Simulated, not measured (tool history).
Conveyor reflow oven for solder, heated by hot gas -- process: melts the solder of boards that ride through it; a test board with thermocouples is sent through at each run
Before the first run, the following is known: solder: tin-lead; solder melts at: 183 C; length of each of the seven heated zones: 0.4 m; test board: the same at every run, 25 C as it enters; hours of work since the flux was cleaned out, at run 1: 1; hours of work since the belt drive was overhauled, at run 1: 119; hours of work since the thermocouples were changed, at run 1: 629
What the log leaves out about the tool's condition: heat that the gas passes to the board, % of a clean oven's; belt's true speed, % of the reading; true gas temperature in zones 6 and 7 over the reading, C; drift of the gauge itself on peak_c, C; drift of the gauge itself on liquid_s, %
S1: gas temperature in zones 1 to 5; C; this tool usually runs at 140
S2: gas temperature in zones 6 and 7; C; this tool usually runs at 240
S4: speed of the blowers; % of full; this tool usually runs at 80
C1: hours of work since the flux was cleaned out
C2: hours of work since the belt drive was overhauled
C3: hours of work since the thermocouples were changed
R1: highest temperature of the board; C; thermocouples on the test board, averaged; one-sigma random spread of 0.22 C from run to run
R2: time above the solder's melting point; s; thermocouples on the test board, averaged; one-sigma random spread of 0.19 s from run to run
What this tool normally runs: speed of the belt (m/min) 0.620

{"run": 1, "hour": 0.0, "S1": 140, "S2": 240, "speed of the belt (m/min)": 0.62, "S4": 80, "C1": 1, "C2": 119, "C3": 629, "R1": 222.4, "R2": 62.3}
{"run": 2, "hour": 5.7, "S1": 140, "S2": 240, "speed of the belt (m/min)": 0.62, "S4": 80, "C1": 6, "C2": 123, "C3": 633, "R1": 222.2, "R2": 62.3}
{"run": 3, "hour": 15.9, "S1": 140, "S2": 240, "speed of the belt (m/min)": 0.62, "S4": 80, "C1": 14, "C2": 131, "C3": 641, "R1": 222.2, "R2": 62.2}
{"run": 4, "hour": 22.3, "S1": 140, "S2": 240, "speed of the belt (m/min)": 0.62, "S4": 80, "C1": 19, "C2": 136, "C3": 646, "R1": 222.6, "R2": 62.1}
{"run": 5, "hour": 28.1, "S1": 140, "S2": 240, "speed of the belt (m/min)": 0.62, "S4": 80, "C1": 23, "C2": 141, "C3": 651, "R1": 222.1, "R2": 61.9}
{"run": 6, "hour": 33.2, "S1": 140, "S2": 240, "speed of the belt (m/min)": 0.732, "S4": 80, "C1": 27, "C2": 144, "C3": 654, "R1": 216.1, "R2": 47.2}
{"run": 7, "hour": 39.6, "S1": 140, "S2": 240, "speed of the belt (m/min)": 0.732, "S4": 87, "C1": 32, "C2": 149, "C3": 659, "R1": 217.4, "R2": 48.6}
{"run": 8, "hour": 45.3, "S1": 140, "S2": 240, "speed of the belt (m/min)": 0.732, "S4": 87, "C1": 36, "C2": 154, "C3": 664, "R1": 217.3, "R2": 48.8}
{"run": 9, "hour": 52.3, "S1": 140, "S2": 240, "speed of the belt (m/min)": 0.62, "S4": 75, "C1": 42, "C2": 159, "C3": 669, "R1": 220.9, "R2": 60.9}
{"run": 10, "hour": 59.9, "S1": 140, "S2": 240, "speed of the belt (m/min)": 0.62, "S4": 75, "C1": 48, "C2": 165, "C3": 675, "R1": 221.0, "R2": 60.8}
{"run": 11, "hour": 68.2, "S1": 140, "S2": 240, "speed of the belt (m/min)": 0.62, "S4": 84, "C1": 54, "C2": 172, "C3": 682, "R1": 222.8, "R2": 62.1}
{"run": 12, "hour": 77.2, "S1": 140, "S2": 232, "speed of the belt (m/min)": 0.67, "S4": 52, "C1": 61, "C2": 179, "C3": 689, "R1": 205.0, "R2": 40.6}
{"run": 13, "hour": 82.7, "S1": 140, "S2": 239, "speed of the belt (m/min)": 0.62, "S4": 80, "C1": 65, "C2": 183, "C3": 693, "R1": 221.1, "R2": 60.8}
{"run": 14, "hour": 89.1, "S1": 149, "S2": 240, "speed of the belt (m/min)": 0.732, "S4": 85, "C1": 70, "C2": 188, "C3": 698, "R1": 218.7, "R2": 53.1}
{"run": 15, "hour": 100.4, "S1": 127, "S2": 240, "speed of the belt (m/min)": 0.677, "S4": 85, "C1": 79, "C2": 197, "C3": 707, "R1": 217.0, "R2": 48.7}
{"run": 16, "hour": 108.6, "S1": 140, "S2": 238, "speed of the belt (m/min)": 0.696, "S4": 80, "C1": 86, "C2": 203, "C3": 713, "R1": 215.9, "R2": 50.1}
{"run": 17, "hour": 117.4, "S1": 140, "S2": 238, "speed of the belt (m/min)": 0.696, "S4": 80, "C1": 92, "C2": 210, "C3": 720, "R1": 215.7, "R2": 50.2}
{"run": 18, "hour": 123.0, "S1": 140, "S2": 250, "speed of the belt (m/min)": 0.555, "S4": 59, "C1": 97, "C2": 214, "C3": 724, "R1": 229.2, "R2": 74.3}
{"run": 19, "hour": 129.6, "S1": 150, "S2": 255, "speed of the belt (m/min)": 0.62, "S4": 80, "C1": 102, "C2": 219, "C3": 729, "R1": 236.5, "R2": 74.5}
{"run": 20, "hour": 137.1, "S1": 150, "S2": 255, "speed of the belt (m/min)": 0.62, "S4": 80, "C1": 108, "C2": 225, "C3": 735, "R1": 236.6, "R2": 74.3}
{"run": 21, "hour": 148.3, "S1": 140, "S2": 240, "speed of the belt (m/min)": 0.622, "S4": 83, "C1": 116, "C2": 234, "C3": 744, "R1": 222.1, "R2": 61.6}

What if the next run were any one of these 3? Each begins from the tool's condition after run 21:
{"run": "A", "hour": 154.6, "S1": 140, "S2": 245, "speed of the belt (m/min)": 0.62, "S4": 80, "C1": 121, "C2": 239, "C3": 749, "R1": "?", "R2": "?"}
{"run": "B", "hour": 154.6, "S1": 134, "S2": 247, "speed of the belt (m/min)": 0.62, "S4": 80, "C1": 121, "C2": 239, "C3": 749, "R1": "?", "R2": "?"}
{"run": "C", "hour": 154.6, "S1": 140, "S2": 240, "speed of the belt (m/min)": 0.62, "S4": 74, "C1": 121, "C2": 239, "C3": 749, "R1": "?", "R2": "?"}

run=A R1=226.1 R2=64.4
run=B R1=225.8 R2=62.8
run=C R1=220.4 R2=60.1
The same runs, with their run-to-run variation unchanged, on a tool lacking any hidden condition would have given:
run=A R1=225.8 R2=64.0
run=B R1=225.5 R2=62.4
run=C R1=220.0 R2=59.7
